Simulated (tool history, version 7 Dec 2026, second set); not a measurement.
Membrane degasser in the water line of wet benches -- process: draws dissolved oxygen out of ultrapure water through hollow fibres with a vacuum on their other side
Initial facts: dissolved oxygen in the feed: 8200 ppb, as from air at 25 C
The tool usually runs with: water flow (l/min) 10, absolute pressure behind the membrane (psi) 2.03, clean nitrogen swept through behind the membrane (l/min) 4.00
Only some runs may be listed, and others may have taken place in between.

run	hour	water flow (l/min)	absolute pressure behind the membrane (psi)	clean nitrogen swept through behind the membrane (l/min)	dissolved oxygen in the water behind the degasser (ppb)	pressure that the water loses in the fibres (psi)
1	0.0	10	2.03	4.00	81.5	4.953
2	189.3	10	2.03	9.57	42.1	4.939
3	317.4	10	2.03	4.00	80.9	4.957
4	470.6	10	2.03	4.00	79.8	4.969
5	653.4	10	2.03	4.00	81.1	4.924
6	768.8	10	2.03	4.00	80.0	4.973
7	850.6	10	2.03	4.00	80.3	4.923
# hour 889.6: vacuum gauge calibrated
8	942.1	10	2.03	5.77	58.9	4.920
9	1065.3	10	2.03	5.77	59.7	4.950
10	1222.9	10	1.54	5.77	46.2	4.940
11	1351.3	10	2.03	4.00	79.9	4.952
12	1478.1	10	2.03	4.00	81.6	4.934
13	1646.5	10	2.92	4.01	118.4	4.923
14	1832.5	13	2.03	3.43	141.8	6.377
15	1912.2	7	1.51	2.15	59.2	3.456
16	2077.1	10	1.80	3.97	71.2	4.886
17	2265.9	10	2.32	4.00	91.5	4.873
18	2352.7	6	2.68	8.83	27.5	2.947
19	2525.9	12	2.03	7.72	72.1	5.848
20	2698.9	12	2.03	7.72	72.2	5.791
21	2821.8	12	2.03	7.72	72.0	5.825

3 ways to go on from here, each from the tool as it stands after run 21. What would each give?
A	3005.5	15	1.77	4.00	?	?
B	3005.5	8	1.28	11.98	?	?
C	3005.5	8	3.25	4.00	?	?

run	dissolved oxygen in the water behind the degasser (ppb)	pressure that the water loses in the fibres (psi)
A	154.5	7.291
B	13.8	3.917
C	98.3	3.891
With the hidden condition removed and each run's random variation left untouched, the same runs would have given:
run	dissolved oxygen in the water behind the degasser (ppb)	pressure that the water loses in the fibres (psi)
A	154.2	7.458
B	13.8	4.009
C	98.2	3.981
